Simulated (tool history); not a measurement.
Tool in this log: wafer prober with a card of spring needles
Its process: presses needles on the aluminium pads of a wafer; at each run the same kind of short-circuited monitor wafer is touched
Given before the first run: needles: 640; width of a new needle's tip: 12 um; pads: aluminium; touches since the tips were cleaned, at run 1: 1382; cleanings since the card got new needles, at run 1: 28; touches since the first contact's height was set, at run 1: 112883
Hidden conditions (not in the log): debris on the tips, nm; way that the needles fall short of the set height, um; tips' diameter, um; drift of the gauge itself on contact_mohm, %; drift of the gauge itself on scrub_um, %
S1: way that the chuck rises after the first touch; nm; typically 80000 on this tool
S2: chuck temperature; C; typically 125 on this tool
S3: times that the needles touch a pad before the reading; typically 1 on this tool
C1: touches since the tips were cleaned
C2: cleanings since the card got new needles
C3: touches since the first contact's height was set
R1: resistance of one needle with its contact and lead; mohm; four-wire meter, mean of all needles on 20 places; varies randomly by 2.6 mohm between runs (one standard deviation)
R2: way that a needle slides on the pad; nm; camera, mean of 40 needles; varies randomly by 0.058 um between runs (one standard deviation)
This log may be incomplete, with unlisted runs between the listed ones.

| run | hour | S1 | S2 | S3 | C1 | C2 | C3 | R1 | R2 |
|---|---|---|---|---|---|---|---|---|---|
| 1 | 0.0 | 80000 | 125 | 1 | 1382 | 28 | 112883 | 344 | 21200 |
|  | 5.4 | tips cleaned on abrasive film |
| 2 | 5.4 | 80000 | 125 | 2 | 0 | 29 | 114889 | 298 | 21200 |
| 3 | 10.3 | 80000 | 125 | 1 | 1882 | 29 | 116771 | 352 | 21260 |
|  | 14.7 | tips cleaned on abrasive film |
| 4 | 16.0 | 80000 | 125 | 1 | 478 | 30 | 118889 | 316 | 21170 |
| 5 | 20.0 | 80000 | 125 | 1 | 2004 | 30 | 120415 | 350 | 21150 |
|  | 23.7 | tips cleaned on abrasive film |
| 6 | 26.4 | 80000 | 125 | 1 | 1032 | 31 | 122845 | 336 | 21140 |
| 7 | 31.6 | 87000 | 125 | 1 | 2996 | 31 | 124809 | 351 | 23100 |
|  | 33.0 | tips cleaned on abrasive film |
| 8 | 36.9 | 80000 | 109 | 1 | 1491 | 32 | 126808 | 336 | 21210 |
|  | 42.0 | tips cleaned on abrasive film |
| 9 | 46.0 | 92000 | 125 | 1 | 1517 | 33 | 130235 | 329 | 24350 |
|  | 51.1 | tips cleaned on abrasive film |
| 10 | 54.1 | 80000 | 125 | 1 | 1133 | 34 | 133258 | 330 | 21030 |
| 11 | 58.4 | 80000 | 125 | 1 | 2770 | 34 | 134895 | 362 | 20990 |
|  | 60.6 | tips cleaned on abrasive film |
| 12 | 62.7 | 80000 | 125 | 1 | 791 | 35 | 136506 | 325 | 21000 |
| 13 | 67.9 | 80000 | 125 | 1 | 2764 | 35 | 138479 | 366 | 20980 |
|  | 70.0 | tips cleaned on abrasive film |
| 14 | 75.1 | 80000 | 125 | 1 | 1951 | 36 | 141202 | 350 | 21040 |
|  | 79.3 | tips cleaned on abrasive film |
| 15 | 79.6 | 80000 | 125 | 1 | 140 | 37 | 142893 | 309 | 21000 |
| 16 | 83.4 | 80000 | 49 | 1 | 1592 | 37 | 144345 | 329 | 21040 |
|  | 88.5 | tips cleaned on abrasive film |
| 17 | 90.6 | 80000 | 49 | 1 | 795 | 38 | 147040 | 310 | 20960 |
| 18 | 96.7 | 65000 | 125 | 1 | 3098 | 38 | 149343 | 405 | 16850 |
|  | 97.6 | tips cleaned on abrasive film |
| 19 | 103.2 | 97000 | 95 | 1 | 2137 | 39 | 151793 | 327 | 25650 |
|  | 106.7 | tips cleaned on abrasive film |
| 20 | 107.6 | 66000 | 125 | 1 | 356 | 40 | 153436 | 328 | 17050 |
|  | 108.6 | height of the first contact set anew |
| 21 | 114.3 | 67000 | 68 | 2 | 2796 | 40 | 2177 | 350 | 16790 |
|  | 116.1 | tips cleaned on abrasive film |
| 22 | 120.8 | 79000 | 47 | 1 | 1790 | 41 | 4614 | 336 | 20070 |
|  | 125.3 | tips cleaned on abrasive film |
| 23 | 127.2 | 96000 | 44 | 2 | 719 | 42 | 7024 | 285 | 24750 |
| 24 | 131.2 | 86000 | 80 | 2 | 2228 | 42 | 8533 | 317 | 22010 |
|  | 132.4 | height of the first contact set anew, once more |
|  | 134.6 | tips cleaned on abrasive film |
| 25 | 139.7 | 75000 | 46 | 2 | 1921 | 43 | 2759 | 309 | 20510 |
|  | 144.1 | tips cleaned on abrasive film |
| 26 | 144.8 | 80000 | 64 | 2 | 265 | 44 | 4652 | 286 | 21770 |
| 27 | 150.2 | 80000 | 64 | 2 | 2332 | 44 | 6719 | 317 | 21990 |
|  | 153.5 | tips cleaned on abrasive film |
| 28 | 155.8 | 80000 | 125 | 2 | 878 | 45 | 8820 | 317 | 21720 |
|  | 162.5 | tips cleaned on abrasive film |
| 29 | 164.4 | 95000 | 56 | 2 | 719 | 46 | 12046 | 286 | 25820 |
| 30 | 168.5 | 64000 | 35 | 1 | 2288 | 46 | 13615 | 373 | 17430 |
|  | 171.7 | tips cleaned on abrasive film |
| 31 | 172.8 | 64000 | 35 | 1 | 423 | 47 | 15217 | 303 | 17420 |
|  | 181.1 | tips cleaned on abrasive film |
| 32 | 181.6 | 64000 | 35 | 1 | 219 | 48 | 18558 | 292 | 17420 |
| 33 | 189.4 | 67000 | 96 | 2 | 3171 | 48 | 21510 | 361 | 18200 |
|  | 190.1 | tips cleaned on abrasive film |
| 34 | 194.1 | 67000 | 104 | 2 | 1522 | 49 | 23264 | 333 | 18070 |

Alternative continuations, all from the tool just after run 34; predict every row:
| A | 198.7 | 82000 | 104 | 2 | 3289 | 49 | 25031 | ? | ? |
| B | 198.7 | 69000 | 58 | 1 | 3289 | 49 | 25031 | ? | ? |
| C | 198.7 | 63000 | 115 | 1 | 3289 | 49 | 25031 | ? | ? |

| run | R1 | R2 |
|---|---|---|
| A | 334 | 22390 |
| B | 388 | 18760 |
| C | 418 | 17120 |
Stripped of hidden state, with their random variation kept, the same runs would have yielded:
| run | R1 | R2 |
|---|---|---|
| A | 289 | 22560 |
| B | 278 | 18930 |
| C | 300 | 17300 |

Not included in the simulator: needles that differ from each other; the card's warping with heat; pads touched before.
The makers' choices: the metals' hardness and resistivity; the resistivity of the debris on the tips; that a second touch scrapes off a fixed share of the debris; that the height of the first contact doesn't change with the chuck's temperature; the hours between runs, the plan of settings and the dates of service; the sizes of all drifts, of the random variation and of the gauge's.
